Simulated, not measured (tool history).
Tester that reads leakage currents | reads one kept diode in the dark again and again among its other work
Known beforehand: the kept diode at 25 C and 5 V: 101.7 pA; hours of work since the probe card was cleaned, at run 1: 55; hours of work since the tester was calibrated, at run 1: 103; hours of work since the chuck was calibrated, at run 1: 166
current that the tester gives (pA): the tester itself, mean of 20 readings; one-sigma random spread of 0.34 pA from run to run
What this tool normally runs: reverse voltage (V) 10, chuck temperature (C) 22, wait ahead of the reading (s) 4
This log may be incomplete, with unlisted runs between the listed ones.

run,hour,reverse voltage (V),chuck temperature (C),wait ahead of the reading (s),hours of work since the probe card was cleaned,hours of work since the tester was calibrated,hours of work since the chuck was calibrated,current that the tester gives (pA)
1,0,10,22,4,55,103,166,107.16
2,20.3,10,22,4,67,115,178,107.84
3,42.3,10,22,4,80,128,192,107.69
4,60.9,10,22,4,91,139,203,107.12
5,82.2,10,22,4,104,152,215,106.91
6,110.2,10,22,4,120,168,232,106.98
7,140.9,10,22,4,138,186,250,106.54
8,159,10,24,4,149,197,261,129.55
9,189.6,10,40,4,167,215,279,573.72
10,213.1,10,40,4,181,229,293,574.08
11,252.6,10,26,4,205,253,316,155.96
12,293.5,10,26,4,229,277,341,155.81
13,314.8,10,26,4,242,290,353,156.41
14,343.6,10,22,4,259,307,370,106.11
15,371.8,10,22,4,275,323,387,105.91
16,392.4,1.3,22,4,288,336,399,33.01
17,431.9,7.7,22,4,311,359,423,90.89
18,460.5,10,22,4,328,376,440,105.2
19,488.3,10,59,4,345,393,456,2731.76
20,518.1,10,59,4,362,410,474,2745.23
21,541.8,10,39,0.35,376,424,488,512.94
22,577.7,10,44,4,398,446,509,783.75
23,602.2,10,22,2.83,412,460,524,104.65
24,629.3,10,37,3.34,428,476,540,421.11
25,650.6,10,37,3.34,441,489,553,418.08
26,689.3,10,37,3.34,464,512,575,417.95
27,723.3,2.1,36,4,484,532,596,157.39
28,742,10,25,4.9,495,543,607,137.45
29,770.6,10,25,4.9,512,560,624,136.57
30,797.4,5.6,36,0.63,528,576,640,273.37
31,830.6,5.6,36,0.63,548,596,659,273.15
# hour 853: chuck's temperature calibrated
32,870,5.6,36,0.63,570,618,10,309.76
33,903.1,5.6,36,0.63,590,637,30,309.23
34,927.4,5.6,36,0.63,604,652,44,309.83
35,965.5,10,31,1.83,627,675,67,271.42
36,1006.3,10,31,2.98,651,699,91,269.88
37,1044.2,10,22,8.77,673,721,113,116.38
38,1060.8,10,41,4,683,731,123,657.46
39,1080.4,10,60,4,695,743,135,3130.53

Branching from run 39: 4 alternative next runs. What would each branch give?
A,1115.4,10,60,1.31,716,763,156,?
B,1115.4,1.3,60,4,716,763,156,?
C,1115.4,15.8,60,4,716,763,156,?
D,1115.4,10,22,4,716,763,156,?

run,current that the tester gives (pA)
A,3135.93
B,999.41
C,4066.26
D,116.3
What these runs would have given with no unlogged condition in the tool:
run,current that the tester gives (pA)
A,3213.81
B,1025.75
C,4164.98
D,112.39
